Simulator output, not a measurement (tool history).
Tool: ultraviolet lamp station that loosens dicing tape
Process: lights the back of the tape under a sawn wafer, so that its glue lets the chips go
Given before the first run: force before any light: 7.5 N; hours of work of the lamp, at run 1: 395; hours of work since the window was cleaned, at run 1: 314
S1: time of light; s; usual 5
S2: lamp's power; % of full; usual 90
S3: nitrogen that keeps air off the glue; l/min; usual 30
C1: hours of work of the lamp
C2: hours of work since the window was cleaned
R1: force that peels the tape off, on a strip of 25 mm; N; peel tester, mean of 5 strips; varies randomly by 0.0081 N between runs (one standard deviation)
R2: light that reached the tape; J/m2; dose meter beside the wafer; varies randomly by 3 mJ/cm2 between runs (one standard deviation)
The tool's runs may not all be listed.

run	hour	S1	S2	S3	C1	C2	R1	R2
1	0.0	5	90	30	395	314	0.522	3800
2	50.3	5	65	30	423	342	1.063	2730
3	94.9	5	65	30	448	367	1.142	2660
4	119.0	5	65	30	462	380	1.118	2630
5	159.4	5	65	30	484	403	1.159	2610
6	193.4	5	90	30	503	422	0.591	3600
7	224.9	5	90	30	520	439	0.602	3610
8	282.3	5	90	30	552	471	0.633	3550
9	309.5	5	90	30	567	486	0.622	3440
# hour 312.8: window cleaned of glue's vapour
10	352.6	5	90	30	591	22	0.676	3350
11	378.1	5	90	30	605	36	0.699	3290
12	402.7	5	90	30	619	50	0.719	3230
# hour 439.9: window cleaned of glue's vapour, once more
13	460.6	5	90	30	651	11	0.449	3970
14	506.7	5	90	30	676	37	0.456	3900
15	564.0	5	90	9	708	69	1.166	3840
16	614.1	5	90	30	736	97	0.519	3840
17	661.0	5	86	22	762	123	0.720	3630
18	709.1	3	72	41	789	150	1.837	1810
19	733.7	5	90	15	802	163	0.899	3650
20	784.8	4	90	51	831	192	0.658	2900
21	842.8	3	65	42	863	224	2.118	1550
22	897.2	7	89	16	893	254	0.475	4900
23	935.3	7	89	16	914	275	0.473	4840
24	959.4	7	89	16	928	289	0.481	4800
25	985.6	3	90	18	942	303	2.156	2110
26	1016.7	3	62	31	960	320	2.721	1370
27	1066.9	3	62	31	988	348	2.702	1390
28	1101.2	3	62	31	1007	367	2.687	1390

Some steps in R1, run to run, broken into two amounts with sign: the step expected even without the hidden condition (settings, incoming material, random variation), and the rest, left for the hidden condition together with whatever gauge scatter is not in both the measured and the hidden-condition-free result:
What the log doesn't record here: lamp's light, % of a new lamp's; light that the window lets through, % of a clean one's; drift of the gauge itself on peel_n, %; drift of the gauge itself on dose_mj_cm2, %.
Run 21 -> 22: S1 3 -> 7, S2 65 -> 89, S3 42 -> 16. R1 -1.643 N: hidden state -0.365, all else -1.278.
Run 24 -> 25: S1 7 -> 3, S2 89 -> 90, S3 16 -> 18. R1 +1.675 N: hidden state +0.468, all else +1.207.
